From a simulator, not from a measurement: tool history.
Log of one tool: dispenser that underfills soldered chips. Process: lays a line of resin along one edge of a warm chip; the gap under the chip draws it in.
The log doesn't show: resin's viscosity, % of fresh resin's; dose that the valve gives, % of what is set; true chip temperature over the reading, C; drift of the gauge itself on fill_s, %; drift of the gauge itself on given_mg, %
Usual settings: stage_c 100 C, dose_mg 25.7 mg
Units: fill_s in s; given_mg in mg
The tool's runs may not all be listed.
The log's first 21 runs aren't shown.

run   hour  stage_c  dose_mg  hours of work since the syringe was changed  hours of work since the valve was cleaned  hours of work since the stage was calibrated  fill_s  given_mg
     236.9  -- new syringe of resin
 22  246.2       98     32.1                                            7                                         48                                           116    74.3     31.39
     253.0  -- new syringe of resin
 23  253.5       93     24.6                                            0                                         53                                           122    55.6     23.86
     269.1  -- new syringe of resin
 24  269.3       92     22.5                                            0                                         65                                           134    57.4     21.80
 25  280.2       92     22.5                                            8                                         73                                           142   111.0     21.64
     284.8  -- new syringe of resin
 26  294.9      106     29.3                                            8                                         85                                           153    57.2     28.06
     300.3  -- new syringe of resin
 27  308.1      106     29.3                                            6                                         94                                           163    51.1     28.04
     316.3  -- new syringe of resin
 28  316.7      113     29.3                                            0                                        101                                           170    25.5     27.76
 29  326.0       98     27.0                                            7                                        108                                           177    76.1     25.51
     332.2  -- new syringe of resin
     334.6  -- dispensing valve cleaned and set on the balance
 30  338.5       95     26.7                                            4                                          3                                           185    65.9     26.60
 31  347.8       87     29.1                                           11                                         10                                           192   156.3     29.12
     349.4  -- new syringe of resin
 32  361.6       87     29.1                                            9                                         21                                           203   134.9     28.84
     365.6  -- new syringe of resin
 33  375.0       99     26.9                                            7                                         31                                           213    70.2     26.31
     382.2  -- new syringe of resin
 34  384.5       99     26.9                                            2                                         38                                           220    47.0     26.42

Forecast each of these 5 alternatives for the next run:
  A  392.8      115     25.7                                            8                                         44                                           226       ?         ?
  B  392.8      100     29.9                                            8                                         44                                           226       ?         ?
  C  392.8      113     26.0                                            8                                         44                                           226       ?         ?
  D  392.8       87     26.9                                            8                                         44                                           226       ?         ?
  E  392.8      100     23.2                                            8                                         44                                           226       ?         ?

run  fill_s  given_mg
  A    42.9     25.22
  B    72.9     29.47
  C    45.9     25.40
  D   121.6     26.41
  E    76.0     22.86
Without the tool's hidden state the same runs would have given:
run  fill_s  given_mg
  A    24.3     25.80
  B    42.0     30.16
  C    26.2     25.99
  D    69.6     27.03
  E    43.5     23.39
